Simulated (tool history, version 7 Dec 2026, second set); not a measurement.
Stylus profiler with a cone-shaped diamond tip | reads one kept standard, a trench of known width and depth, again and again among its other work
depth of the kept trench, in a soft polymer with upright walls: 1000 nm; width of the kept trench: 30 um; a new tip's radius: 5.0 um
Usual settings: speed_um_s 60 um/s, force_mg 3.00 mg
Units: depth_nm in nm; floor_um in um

| run | hour | speed_um_s | force_mg | depth_nm | floor_um |
|---|---|---|---|---|---|
| 1 | 0.0 | 60 | 3.00 | 1014.32 | 21.52 |
| 2 | 20.9 | 60 | 3.00 | 1014.13 | 21.54 |
| 3 | 51.9 | 60 | 8.91 | 1027.32 | 21.54 |
| 4 | 86.5 | 60 | 8.91 | 1027.17 | 21.48 |
| 5 | 137.2 | 60 | 8.91 | 1027.27 | 21.42 |
| 6 | 173.2 | 60 | 8.91 | 1027.38 | 21.40 |
| 7 | 203.2 | 60 | 4.43 | 1018.13 | 21.31 |
| 8 | 226.4 | 60 | 1.46 | 1009.14 | 21.23 |
| 9 | 269.4 | 60 | 1.46 | 1009.50 | 21.21 |
| 10 | 293.8 | 60 | 3.00 | 1014.12 | 21.22 |
| 11 | 327.0 | 60 | 2.38 | 1012.19 | 21.13 |
| 12 | 365.0 | 19 | 3.35 | 1015.28 | 21.22 |
| 13 | 395.6 | 30 | 1.05 | 1008.30 | 21.12 |
| 14 | 442.4 | 60 | 3.82 | 1016.47 | 21.07 |
| 15 | 479.0 | 60 | 1.89 | 1010.79 | 20.96 |
| 16 | 501.2 | 60 | 1.89 | 1011.22 | 20.97 |
|  | 506.2 | height scale calibrated on a step standard |
| 17 | 537.3 | 70 | 1.61 | 1011.28 | 20.91 |
| 18 | 582.3 | 60 | 6.07 | 1022.83 | 20.99 |
| 19 | 630.4 | 95 | 1.45 | 1010.41 | 20.68 |
| 20 | 672.9 | 95 | 1.45 | 1010.60 | 20.63 |
| 21 | 701.6 | 142 | 3.00 | 1015.37 | 20.61 |
|  | 705.8 | height scale calibrated on a step standard, once more |
| 22 | 738.1 | 101 | 1.05 | 1006.32 | 20.56 |

Measured less the same run without the tool's hidden state. The same run-to-run variation is in both; the gauge's scatter may not be:
The hidden state here: radius of the tip, um; height scale over the true one, %; drift of the gauge itself on depth_nm, %; drift of the gauge itself on floor_um, %.
| run | depth_nm | floor_um |
|---|---|---|
| 1 | +1.51 | -2.35 |
| 2 | +1.53 | -2.37 |
| 3 | +1.57 | -2.40 |
| 4 | +1.61 | -2.43 |
| 5 | +1.65 | -2.48 |
| 6 | +1.68 | -2.52 |
| 7 | +1.69 | -2.55 |
| 8 | +1.69 | -2.57 |
| 9 | +1.73 | -2.60 |
| 10 | +1.75 | -2.63 |
| 11 | +1.79 | -2.66 |
| 12 | +1.82 | -2.69 |
| 13 | +1.84 | -2.72 |
| 14 | +1.89 | -2.77 |
| 15 | +1.91 | -2.80 |
| 16 | +1.93 | -2.82 |
| 17 | +2.90 | -2.84 |
| 18 | +2.97 | -2.89 |
| 19 | +2.97 | -2.93 |
| 20 | +3.01 | -2.97 |
| 21 | +3.05 | -2.99 |
| 22 | -0.26 | -3.03 |
